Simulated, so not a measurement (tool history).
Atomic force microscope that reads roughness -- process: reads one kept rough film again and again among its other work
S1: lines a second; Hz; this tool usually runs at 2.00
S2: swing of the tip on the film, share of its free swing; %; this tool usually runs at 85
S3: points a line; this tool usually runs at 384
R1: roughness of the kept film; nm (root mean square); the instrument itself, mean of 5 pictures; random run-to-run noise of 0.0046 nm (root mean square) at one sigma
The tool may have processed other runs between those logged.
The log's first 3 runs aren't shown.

run 4 day=9.196 | S1=2.00 S2=85 S3=384 | R1=0.508
-- day=10.996 new tip fitted
run 5 day=12.238 | S1=2.00 S2=85 S3=384 | R1=0.566
run 6 day=14.062 | S1=2.00 S2=88 S3=384 | R1=0.535
run 7 day=16.196 | S1=2.00 S2=88 S3=384 | R1=0.524
run 8 day=18.629 | S1=2.00 S2=85 S3=384 | R1=0.513
-- day=19.754 new tip fitted
run 9 day=20.571 | S1=2.00 S2=85 S3=384 | R1=0.570
run 10 day=22.421 | S1=2.00 S2=85 S3=384 | R1=0.549
run 11 day=24.658 | S1=2.00 S2=85 S3=384 | R1=0.530
run 12 day=27.862 | S1=0.58 S2=85 S3=384 | R1=0.556
-- day=28.467 new tip fitted
run 13 day=29.588 | S1=0.58 S2=85 S3=384 | R1=0.620
run 14 day=32.496 | S1=0.58 S2=73 S3=384 | R1=0.611
run 15 day=34.967 | S1=2.00 S2=85 S3=384 | R1=0.527
-- day=37.396 new tip fitted
run 16 day=37.492 | S1=2.00 S2=85 S3=343 | R1=0.570
run 17 day=40.629 | S1=2.00 S2=85 S3=343 | R1=0.540

What will run 18 give?
run 18 day=42.679 | S1=2.63 S2=90 S3=343 | R1=?

R1: 0.490 nm (root mean square)
Take away the tool's hidden state, keep the run-to-run variation as it was, and the same run would have given R1 0.518 nm (root mean square).
